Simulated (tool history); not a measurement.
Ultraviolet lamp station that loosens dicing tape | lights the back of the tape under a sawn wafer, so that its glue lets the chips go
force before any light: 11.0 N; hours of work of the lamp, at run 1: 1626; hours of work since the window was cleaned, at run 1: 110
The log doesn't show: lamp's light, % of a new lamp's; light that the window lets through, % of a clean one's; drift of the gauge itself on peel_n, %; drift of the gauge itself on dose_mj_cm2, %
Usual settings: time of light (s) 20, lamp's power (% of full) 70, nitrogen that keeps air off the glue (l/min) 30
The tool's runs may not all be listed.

run      day  time of light (s)  lamp's power (% of full)  nitrogen that keeps air off the glue (l/min)  hours of work of the lamp  hours of work since the window was cleaned  force that peels the tape off (N)  light that reached the tape (mJ/cm2)
  1        0                 20                        70                                            30                       1626                                         110                              1.738                                   162
  2    2.838                 20                        70                                            30                       1669                                         152                              1.753                                   160
  3    5.496                 20                        70                                            30                       1708                                         192                              1.813                                   155
       8.633  -- lamp changed
  4     9.35                 20                        70                                            30                         11                                         248                              0.976                                   213
       9.996  -- window cleaned of glue's vapour
  5   11.242                 20                        70                                            30                         39                                          19                              0.825                                   237
  6     14.3                 20                        70                                            30                         84                                          64                              0.868                                   232
  7   17.646                 20                        77                                            30                        134                                         114                              0.698                                   242
  8     20.1                 20                        77                                            30                        171                                         151                              0.765                                   236
  9   22.333                 20                        77                                            30                        204                                         184                              0.808                                   231
 10   24.988                 20                        77                                            30                        244                                         224                              0.866                                   230
 11   26.683                 20                        77                                            30                        269                                         249                              0.897                                   226
      27.258  -- window cleaned of glue's vapour
 12   30.758                 20                        77                                            30                        329                                          52                              0.732                                   240
 13   34.933                 20                        77                                            30                        392                                         114                              0.819                                   230
 14   38.396                 20                        70                                            30                        443                                         166                              1.054                                   201
 15   41.308                 20                        70                                            30                        487                                         210                              1.168                                   201
 16    43.25                 20                        70                                            30                        516                                         238                              1.169                                   195
      44.683  -- window cleaned of glue's vapour
 17   45.188                 20                        70                                            30                        544                                           8                               0.95                                   214
 18   46.896                 20                        70                                            30                        570                                          33                              1.049                                   213
 19   49.575                 20                        70                                            30                        610                                          73                              1.045                                   203
 20   52.821                 20                        70                                            30                        658                                         121                              1.077                                   204
 21   55.771                 20                        70                                            30                        702                                         165                              1.132                                   198
 22   59.871                 20                        93                                            19                        763                                         226                               0.96                                   252
      62.125  -- window cleaned of glue's vapour
 23   63.612                 31                        79                                            44                        819                                          22                              0.269                                   360
 24   65.871                 21                        77                                            28                        852                                          56                              0.891                                   235
 25   69.008                 20                        76                                            14                        899                                         103                              1.764                                   215
 26   71.692                 20                        76                                            14                        939                                         143                              1.835                                   206
 27   74.633                 20                        76                                            14                        983                                         187                              1.979                                   203
 28   77.662                 20                        76                                            14                       1028                                         232                              2.033                                   196
      79.508  -- window cleaned of glue's vapour
 29   81.446                 11                        70                                            12                       1084                                          29                              4.531                                   105
 30   85.325                 11                        70                                            12                       1142                                          87                              4.684                                   101
 31   87.717                 16                        66                                            30                       1178                                         122                              2.232                                   136
 32   91.883                 20                        94                                            30                       1240                                         185                              0.794                                   233
 33   95.567                 22                        92                                            18                       1295                                         239                              1.175                                   239
      97.029  -- window cleaned of glue's vapour
 34   98.671                 11                        70                                            30                       1341                                          24                              3.324                                   100
 35  101.617                 11                        70                                            55                       1385                                          68                              2.768                                    96
 36    104.1                 20                        84                                            19                       1422                                         105                              1.481                                   205
 37  106.421                 13                        84                                            17                       1456                                         140                               3.14                                   135
 38   108.35                 13                        78                                            40                       1485                                         169                              2.342                                   117
 39  112.142                 13                        78                                            40                       1542                                         225                              2.456                                   118
     114.546  -- window cleaned of glue's vapour
 40  115.167                 12                        78                                            40                       1586                                           9                              2.486                                   116
 41   119.35                 20                        60                                            40                       1649                                          72                              1.811                                   145
 42  123.292                 20                        89                                            20                       1708                                         130                              1.472                                   203

Hidden state at the last listed run before each entry between runs and at the first one after, where it differs:
Between runs 3 and 4: lamp changed (day 8.633)
  lamp's light, % of a new lamp's: 69.1 -> 98.6; light that the window lets through, % of a clean one's: 92.1 -> 89.4
  measured less the result without the state, force that peels the tape off (N): +1.062 -> +0.232; light that reached the tape (mJ/cm2): -89 -> -29
Between runs 4 and 5: window cleaned of glue's vapour (day 9.996)
  lamp's light, % of a new lamp's: 98.6 -> 98.2; light that the window lets through, % of a clean one's: 89.4 -> 98.9
  measured less the result without the state, force that peels the tape off (N): +0.232 -> +0.051; light that reached the tape (mJ/cm2): -29 -> -7
Between runs 11 and 12: window cleaned of glue's vapour (day 27.258)
  lamp's light, % of a new lamp's: 94.4 -> 93.4; light that the window lets through, % of a clean one's: 88.9 -> 97
  measured less the result without the state, force that peels the tape off (N): +0.288 -> +0.145; light that reached the tape (mJ/cm2): -43 -> -25
Between runs 16 and 17: window cleaned of glue's vapour (day 44.683)
  lamp's light, % of a new lamp's: 90.2 -> 89.7; light that the window lets through, % of a clean one's: 88.9 -> 99.4
  measured less the result without the state, force that peels the tape off (N): +0.434 -> +0.208; light that reached the tape (mJ/cm2): -48 -> -26
Between runs 22 and 23: window cleaned of glue's vapour (day 62.125)
  lamp's light, % of a new lamp's: 86.3 -> 85.4; light that the window lets through, % of a clean one's: 90.1 -> 98.9
  measured less the result without the state, force that peels the tape off (N): +0.408 -> +0.046; light that reached the tape (mJ/cm2): -72 -> -66
Between runs 28 and 29: window cleaned of glue's vapour (day 79.508)
  lamp's light, % of a new lamp's: 81.8 -> 80.8; light that the window lets through, % of a clean one's: 89.7 -> 97.8
  measured less the result without the state, force that peels the tape off (N): +0.869 -> +0.92; light that reached the tape (mJ/cm2): -70 -> -28
Between runs 33 and 34: window cleaned of glue's vapour (day 97.029)
  lamp's light, % of a new lamp's: 77.2 -> 76.4; light that the window lets through, % of a clean one's: 88.8 -> 98.7
  measured less the result without the state, force that peels the tape off (N): +0.66 -> +1.033; light that reached the tape (mJ/cm2): -110 -> -33
Between runs 39 and 40: window cleaned of glue's vapour (day 114.546)
  lamp's light, % of a new lamp's: 73.3 -> 72.5; light that the window lets through, % of a clean one's: 90.2 -> 99.2
  measured less the result without the state, force that peels the tape off (N): +1.249 -> +1.052; light that reached the tape (mJ/cm2): -59 -> -46
